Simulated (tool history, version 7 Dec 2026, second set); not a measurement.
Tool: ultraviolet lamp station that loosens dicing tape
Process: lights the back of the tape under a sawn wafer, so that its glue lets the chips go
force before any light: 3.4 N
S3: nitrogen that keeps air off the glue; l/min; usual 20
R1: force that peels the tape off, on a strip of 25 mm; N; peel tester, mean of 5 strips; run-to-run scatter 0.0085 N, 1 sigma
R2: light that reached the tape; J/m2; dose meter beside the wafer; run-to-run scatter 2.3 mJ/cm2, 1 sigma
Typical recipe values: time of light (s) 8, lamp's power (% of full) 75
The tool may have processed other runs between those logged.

run 1 hour=0.0 | time_of_light_(s)=8 lamp's_power_(%_of_full)=75 S3=20 | R1=0.380 R2=2110
run 2 hour=9.7 | time_of_light_(s)=8 lamp's_power_(%_of_full)=75 S3=20 | R1=0.359 R2=2110
run 3 hour=17.8 | time_of_light_(s)=8 lamp's_power_(%_of_full)=75 S3=20 | R1=0.370 R2=2070
run 4 hour=25.9 | time_of_light_(s)=8 lamp's_power_(%_of_full)=75 S3=20 | R1=0.363 R2=2100
run 5 hour=40.7 | time_of_light_(s)=5 lamp's_power_(%_of_full)=75 S3=20 | R1=0.711 R2=1300
run 6 hour=54.7 | time_of_light_(s)=8 lamp's_power_(%_of_full)=75 S3=20 | R1=0.386 R2=2070
run 7 hour=63.0 | time_of_light_(s)=8 lamp's_power_(%_of_full)=75 S3=20 | R1=0.388 R2=2060
run 8 hour=73.2 | time_of_light_(s)=13 lamp's_power_(%_of_full)=75 S3=20 | R1=0.248 R2=3330
run 9 hour=81.4 | time_of_light_(s)=4 lamp's_power_(%_of_full)=75 S3=20 | R1=0.969 R2=970
run 10 hour=94.4 | time_of_light_(s)=8 lamp's_power_(%_of_full)=72 S3=20 | R1=0.400 R2=1960
run 11 hour=106.5 | time_of_light_(s)=8 lamp's_power_(%_of_full)=75 S3=20 | R1=0.410 R2=2030
run 12 hour=116.2 | time_of_light_(s)=8 lamp's_power_(%_of_full)=75 S3=20 | R1=0.409 R2=2040
run 13 hour=122.3 | time_of_light_(s)=8 lamp's_power_(%_of_full)=75 S3=20 | R1=0.394 R2=2010
run 14 hour=129.7 | time_of_light_(s)=8 lamp's_power_(%_of_full)=75 S3=20 | R1=0.410 R2=2000
run 15 hour=136.2 | time_of_light_(s)=8 lamp's_power_(%_of_full)=75 S3=20 | R1=0.403 R2=2020
-- hour=137.9 window cleaned of glue's vapour
run 16 hour=146.7 | time_of_light_(s)=8 lamp's_power_(%_of_full)=75 S3=29 | R1=0.389 R2=1900
run 17 hour=154.0 | time_of_light_(s)=11 lamp's_power_(%_of_full)=72 S3=20 | R1=0.297 R2=2510
run 18 hour=162.7 | time_of_light_(s)=5 lamp's_power_(%_of_full)=83 S3=26 | R1=0.659 R2=1300
run 19 hour=174.0 | time_of_light_(s)=5 lamp's_power_(%_of_full)=66 S3=26 | R1=0.900 R2=1050
run 20 hour=183.1 | time_of_light_(s)=5 lamp's_power_(%_of_full)=91 S3=39 | R1=0.517 R2=1430
run 21 hour=194.2 | time_of_light_(s)=5 lamp's_power_(%_of_full)=91 S3=34 | R1=0.544 R2=1440
run 22 hour=202.2 | time_of_light_(s)=5 lamp's_power_(%_of_full)=91 S3=34 | R1=0.552 R2=1400
run 23 hour=209.2 | time_of_light_(s)=6 lamp's_power_(%_of_full)=71 S3=35 | R1=0.584 R2=1320
run 24 hour=221.4 | time_of_light_(s)=12 lamp's_power_(%_of_full)=80 S3=7 | R1=0.339 R2=2950
-- hour=226.1 window cleaned of glue's vapour, once more
run 25 hour=236.0 | time_of_light_(s)=8 lamp's_power_(%_of_full)=75 S3=8 | R1=0.539 R2=2030

What will run 26 give?
run 26 hour=250.1 | time_of_light_(s)=5 lamp's_power_(%_of_full)=75 S3=13 | R1=? R2=?

R1: 0.844 N
R2: 1230 J/m2
Without the tool's hidden state the same run would have given R1 0.749 N, R2 1360 J/m2.

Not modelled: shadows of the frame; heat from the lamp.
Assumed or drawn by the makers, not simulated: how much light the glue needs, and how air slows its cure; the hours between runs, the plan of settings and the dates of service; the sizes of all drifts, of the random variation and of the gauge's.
